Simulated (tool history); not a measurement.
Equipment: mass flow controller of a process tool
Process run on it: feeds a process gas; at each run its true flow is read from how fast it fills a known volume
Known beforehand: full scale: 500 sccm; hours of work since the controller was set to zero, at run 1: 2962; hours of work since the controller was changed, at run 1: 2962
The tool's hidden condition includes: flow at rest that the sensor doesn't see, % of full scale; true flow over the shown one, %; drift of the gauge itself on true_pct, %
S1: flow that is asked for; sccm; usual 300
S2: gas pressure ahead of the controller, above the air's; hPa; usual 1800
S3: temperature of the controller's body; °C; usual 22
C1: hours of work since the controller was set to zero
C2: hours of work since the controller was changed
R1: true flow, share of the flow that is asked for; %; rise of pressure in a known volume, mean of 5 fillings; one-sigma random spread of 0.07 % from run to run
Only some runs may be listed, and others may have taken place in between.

run 1 hour=0.0 | S1=300 S2=1800 S3=22 | C1=2962 C2=2962 | R1=98.36
run 2 hour=411.2 | S1=300 S2=1800 S3=22 | C1=3264 C2=3264 | R1=98.44
run 3 hour=705.8 | S1=300 S2=1800 S3=22 | C1=3481 C2=3481 | R1=98.35
run 4 hour=1246.0 | S1=300 S2=1800 S3=22 | C1=3878 C2=3878 | R1=98.34
run 5 hour=1674.6 | S1=300 S2=1800 S3=33 | C1=4193 C2=4193 | R1=99.71
run 6 hour=2007.3 | S1=300 S2=1800 S3=33 | C1=4438 C2=4438 | R1=99.76
run 7 hour=2447.1 | S1=300 S2=1800 S3=33 | C1=4762 C2=4762 | R1=99.54
run 8 hour=2844.6 | S1=300 S2=1800 S3=33 | C1=5054 C2=5054 | R1=99.59
run 9 hour=3089.0 | S1=63 S2=1800 S3=28 | C1=5234 C2=5234 | R1=93.32
run 10 hour=3570.1 | S1=300 S2=1810 S3=27 | C1=5588 C2=5588 | R1=99.00
run 11 hour=3831.5 | S1=300 S2=1810 S3=27 | C1=5780 C2=5780 | R1=98.87
run 12 hour=4077.6 | S1=58 S2=2390 S3=24 | C1=5961 C2=5961 | R1=91.80
run 13 hour=4555.8 | S1=52 S2=1580 S3=24 | C1=6313 C2=6313 | R1=90.28
run 14 hour=4871.7 | S1=52 S2=1580 S3=24 | C1=6545 C2=6545 | R1=90.18
run 15 hour=5360.6 | S1=300 S2=1810 S3=33 | C1=6904 C2=6904 | R1=99.54
run 16 hour=5606.8 | S1=300 S2=1810 S3=33 | C1=7085 C2=7085 | R1=99.65

Here are 3 independent what-if runs from the current tool condition. What would each one return?
-- hour=6081.3 controller's zero set anew
run A hour=6132.2 | S1=107 S2=1810 S3=33 | C1=37 C2=7472 | R1=?
-- hour=6081.3 controller's zero set anew
run B hour=6132.2 | S1=85 S2=1800 S3=22 | C1=37 C2=7472 | R1=?
-- hour=6081.3 controller's zero set anew
run C hour=6132.2 | S1=98 S2=1800 S3=22 | C1=37 C2=7472 | R1=?

run=A R1=99.72
run=B R1=98.27
run=C R1=98.44
What these runs would have given with no unlogged condition in the tool:
run=A R1=98.70
run=B R1=97.34
run=C R1=97.45
